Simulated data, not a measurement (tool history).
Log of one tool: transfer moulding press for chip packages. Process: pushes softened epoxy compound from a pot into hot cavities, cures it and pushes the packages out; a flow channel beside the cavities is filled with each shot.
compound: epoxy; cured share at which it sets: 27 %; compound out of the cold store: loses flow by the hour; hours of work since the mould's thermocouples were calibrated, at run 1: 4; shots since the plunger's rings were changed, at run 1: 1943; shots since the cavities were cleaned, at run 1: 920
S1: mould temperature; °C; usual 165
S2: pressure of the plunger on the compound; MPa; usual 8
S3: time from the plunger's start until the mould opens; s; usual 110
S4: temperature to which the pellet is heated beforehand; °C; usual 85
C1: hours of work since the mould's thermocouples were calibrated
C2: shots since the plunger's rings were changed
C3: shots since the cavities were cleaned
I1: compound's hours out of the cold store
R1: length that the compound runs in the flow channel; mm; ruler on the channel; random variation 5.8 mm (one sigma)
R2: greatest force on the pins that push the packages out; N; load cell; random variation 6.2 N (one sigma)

run	hour	S1	S2	S3	S4	C1	C2	C3	I1	R1	R2
1	0	165	8	110	85	4	1943	920	44.3	546	230
# hour 5.2: cavities cleaned with cleaning compound and waxed
2	9.1	165	8	110	95	9	2027	43	44.8	541	226
3	17.6	165	8	110	95	15	2122	138	26.8	608	236
4	26	160	8	110	85	21	2216	232	41.2	565	275
5	34.1	160	8	110	85	26	2305	321	16.1	680	300
6	43.4	165	8	110	85	33	2409	425	41	556	234
7	52.8	165	8	110	85	39	2514	530	46	548	222
8	57.5	165	8	110	85	42	2565	581	9.8	695	248
9	67.5	172	8	110	85	49	2676	692	27.7	601	210
10	73.7	161	8	110	85	53	2746	762	41.6	560	279
11	82.4	165	8	110	85	59	2842	858	29.5	593	234
# hour 92.6: cavities cleaned with cleaning compound and waxed
12	94	165	8	110	85	66	2955	15	15.1	671	231
13	102.8	165	8	110	85	72	3053	113	8.4	702	242
14	109.7	165	8	110	85	77	3129	189	9	693	240
15	118.1	157	8	110	85	83	3223	283	21.1	668	371
16	123.1	166	8	110	90	86	3278	338	35.5	573	224
17	131.8	162	7.58	111	89	92	3376	436	10.1	677	267
18	138	162	7.58	111	89	96	3444	504	32.8	574	247
19	149.4	165	8	139	85	104	3571	631	30.8	607	222
20	157.8	160	8	110	94	110	3664	724	13.3	691	289
21	167.1	166	8	106	89	116	3768	828	20.6	634	223
22	178.2	171	8	110	85	124	3891	951	31.4	579	218
# hour 180.8: cavities cleaned with cleaning compound and waxed
23	185.1	171	8	110	85	127	3952	49	35.1	575	210
24	196.1	171	8	110	85	135	4074	171	35.7	562	225
25	204.4	171	8	110	85	140	4166	263	32.7	576	209
26	211.6	171	8	110	85	145	4247	344	33.7	567	215
27	218	172	6.86	110	85	150	4317	414	9.2	630	214
28	223.5	165	9.52	110	87	153	4378	475	24.8	672	228
29	231.7	165	9.52	110	87	159	4469	566	36.4	626	234

4 ways to go on from here, each from the tool as it stands after run 29. What would each give?
A	237.7	165	9.25	110	85	163	4536	633	17.3	?	?
B	237.7	165	9.52	149	87	163	4536	633	39.3	?	?
C	237.7	165	8	111	87	163	4536	633	44.6	?	?
D	237.7	162	8	110	78	163	4536	633	36.2	?	?

run	R1	R2
A	707	225
B	624	217
C	537	234
D	584	272
Without the tool's hidden state the same runs would have given:
run	R1	R2
A	708	222
B	625	214
C	537	231
D	584	269

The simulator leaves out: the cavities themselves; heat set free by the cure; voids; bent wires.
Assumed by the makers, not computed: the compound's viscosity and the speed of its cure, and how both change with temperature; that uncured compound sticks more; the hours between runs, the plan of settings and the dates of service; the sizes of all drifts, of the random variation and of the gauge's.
